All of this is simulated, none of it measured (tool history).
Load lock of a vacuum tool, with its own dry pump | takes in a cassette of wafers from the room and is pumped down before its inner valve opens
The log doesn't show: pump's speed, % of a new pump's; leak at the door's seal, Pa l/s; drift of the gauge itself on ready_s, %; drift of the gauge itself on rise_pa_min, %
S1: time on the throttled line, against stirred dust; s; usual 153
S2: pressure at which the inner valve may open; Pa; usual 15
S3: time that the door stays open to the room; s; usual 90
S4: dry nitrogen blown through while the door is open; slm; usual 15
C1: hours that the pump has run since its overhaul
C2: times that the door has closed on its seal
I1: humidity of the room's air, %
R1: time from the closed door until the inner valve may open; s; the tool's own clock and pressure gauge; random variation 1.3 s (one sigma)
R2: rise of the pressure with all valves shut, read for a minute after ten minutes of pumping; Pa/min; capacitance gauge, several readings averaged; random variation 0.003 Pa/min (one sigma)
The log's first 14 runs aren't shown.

run 15 hour=4463.2 | S1=78 S2=15 S3=169 S4=35 | C1=21476 C2=27627 | I1=43.6 | R1=167.2 R2=0.126
run 16 hour=4850.6 | S1=76 S2=13 S3=54 S4=32 | C1=21863 C2=28879 | I1=45.9 | R1=169.7 R2=0.129
run 17 hour=5252.1 | S1=289 S2=13 S3=39 S4=8 | C1=22265 C2=30177 | I1=47.1 | R1=349 R2=0.133
run 18 hour=5624.1 | S1=289 S2=13 S3=39 S4=8 | C1=22637 C2=31379 | I1=46.1 | R1=348.3 R2=0.15
run 19 hour=5836.9 | S1=289 S2=13 S3=39 S4=8 | C1=22850 C2=32066 | I1=40.6 | R1=351 R2=0.147
run 20 hour=6042.4 | S1=153 S2=16 S3=90 S4=15 | C1=23055 C2=32731 | I1=44.2 | R1=229.2 R2=0.16
run 21 hour=6355.8 | S1=153 S2=16 S3=90 S4=15 | C1=23368 C2=33743 | I1=49.9 | R1=231.9 R2=0.171
-- hour=6452.6 dry pump taken out, an overhauled one fitted
run 22 hour=6566 | S1=153 S2=16 S3=90 S4=15 | C1=113 C2=34403 | I1=44.6 | R1=210.8 R2=0.178
-- hour=6629.6 door's seal changed, seat wiped
run 23 hour=6948 | S1=277 S2=14 S3=90 S4=15 | C1=494 C2=1029 | I1=43.8 | R1=324.1 R2=0.021
run 24 hour=7173.5 | S1=277 S2=14 S3=90 S4=15 | C1=719 C2=1757 | I1=47.2 | R1=323.6 R2=0.024
run 25 hour=7567.2 | S1=134 S2=12 S3=77 S4=10 | C1=1113 C2=3030 | I1=44.4 | R1=200.8 R2=0.028
run 26 hour=7763.1 | S1=144 S2=10 S3=90 S4=15 | C1=1309 C2=3663 | I1=47.9 | R1=210.6 R2=0.035
run 27 hour=8056.6 | S1=147 S2=18 S3=90 S4=15 | C1=1603 C2=4611 | I1=48.1 | R1=208.9 R2=0.028
run 28 hour=8329.9 | S1=147 S2=18 S3=90 S4=15 | C1=1876 C2=5494 | I1=48.1 | R1=208.3 R2=0.031
run 29 hour=8704.9 | S1=153 S2=10 S3=90 S4=36 | C1=2251 C2=6706 | I1=44.1 | R1=219.8 R2=0.024
run 30 hour=9010.4 | S1=153 S2=20 S3=90 S4=15 | C1=2556 C2=7693 | I1=46.6 | R1=212.4 R2=0.038

Forecast each of these 5 alternatives for the next run:
run A hour=9191.6 | S1=110 S2=23 S3=156 S4=15 | C1=2738 C2=8279 | I1=45 | R1=? R2=?
run B hour=9191.6 | S1=148 S2=14 S3=90 S4=15 | C1=2738 C2=8279 | I1=43.4 | R1=? R2=?
run C hour=9191.6 | S1=123 S2=15 S3=37 S4=6 | C1=2738 C2=8279 | I1=49.3 | R1=? R2=?
run D hour=9191.6 | S1=153 S2=23 S3=90 S4=23 | C1=2738 C2=8279 | I1=44 | R1=? R2=?
run E hour=9191.6 | S1=153 S2=15 S3=90 S4=8 | C1=2738 C2=8279 | I1=44.5 | R1=? R2=?

run=A R1=173.8 R2=0.057
run=B R1=211 R2=0.037
run=C R1=189.6 R2=0.036
run=D R1=210.3 R2=0.032
run=E R1=215.6 R2=0.044
Without the tool's hidden state the same runs would have given:
run=A R1=173 R2=0.04
run=B R1=210.4 R2=0.02
run=C R1=188.9 R2=0.019
run=D R1=209.7 R2=0.015
run=E R1=214.9 R2=0.027
